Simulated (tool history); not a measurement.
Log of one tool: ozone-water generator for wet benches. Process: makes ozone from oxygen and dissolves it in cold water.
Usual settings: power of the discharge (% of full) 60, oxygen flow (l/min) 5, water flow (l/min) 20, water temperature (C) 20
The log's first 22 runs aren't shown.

| run | hour | power of the discharge (% of full) | oxygen flow (l/min) | water flow (l/min) | water temperature (C) | dissolved ozone (ppm) | ozone in the gas ahead of the water (g/m3) |
|---|---|---|---|---|---|---|---|
| 23 | 1623 | 69 | 4.13 | 17 | 26 | 17.5 | 199.2 |
| 24 | 1675.4 | 60 | 3.85 | 20 | 18 | 14.8 | 184 |
| 25 | 1728.4 | 60 | 5 | 21 | 20 | 13.9 | 159.7 |
| 26 | 1818.1 | 60 | 5 | 21 | 12 | 15.7 | 160.8 |
| 27 | 1909.6 | 60 | 5 | 21 | 12 | 15.4 | 162.4 |
| 28 | 1976.6 | 60 | 5 | 20 | 13 | 16.3 | 161.4 |
|  | 2036 | gauge calibrated |
| 29 | 2068.4 | 68 | 4.06 | 20 | 15 | 17.1 | 198.2 |
|  | 2112 | water thermometer calibrated |
| 30 | 2129.8 | 73 | 6.47 | 20 | 12 | 19.9 | 163.1 |
| 31 | 2212 | 73 | 6.47 | 20 | 12 | 19.9 | 164.6 |
| 32 | 2279.5 | 47 | 8.49 | 20 | 13 | 13.3 | 97.7 |

Forecast each of these 5 alternatives for the next run:
| A | 2348.9 | 47 | 8.49 | 20 | 20 | ? | ? |
| B | 2348.9 | 94 | 8.49 | 27 | 23 | ? | ? |
| C | 2348.9 | 47 | 5.86 | 25 | 27 | ? | ? |
| D | 2348.9 | 45 | 3.78 | 20 | 13 | ? | ? |
| E | 2348.9 | 83 | 5 | 20 | 20 | ? | ? |

| run | dissolved ozone (ppm) | ozone in the gas ahead of the water (g/m3) |
|---|---|---|
| A | 11.5 | 98.2 |
| B | 15.8 | 180.7 |
| C | 8.6 | 117 |
| D | 12.2 | 141.7 |
| E | 19.6 | 211.6 |
Without the tool's hidden state the same runs would have given:
| run | dissolved ozone (ppm) | ozone in the gas ahead of the water (g/m3) |
|---|---|---|
| A | 11.5 | 97.3 |
| B | 15.8 | 179.2 |
| C | 8.7 | 115.9 |
| D | 12.2 | 140.4 |
| E | 19.7 | 209.8 |
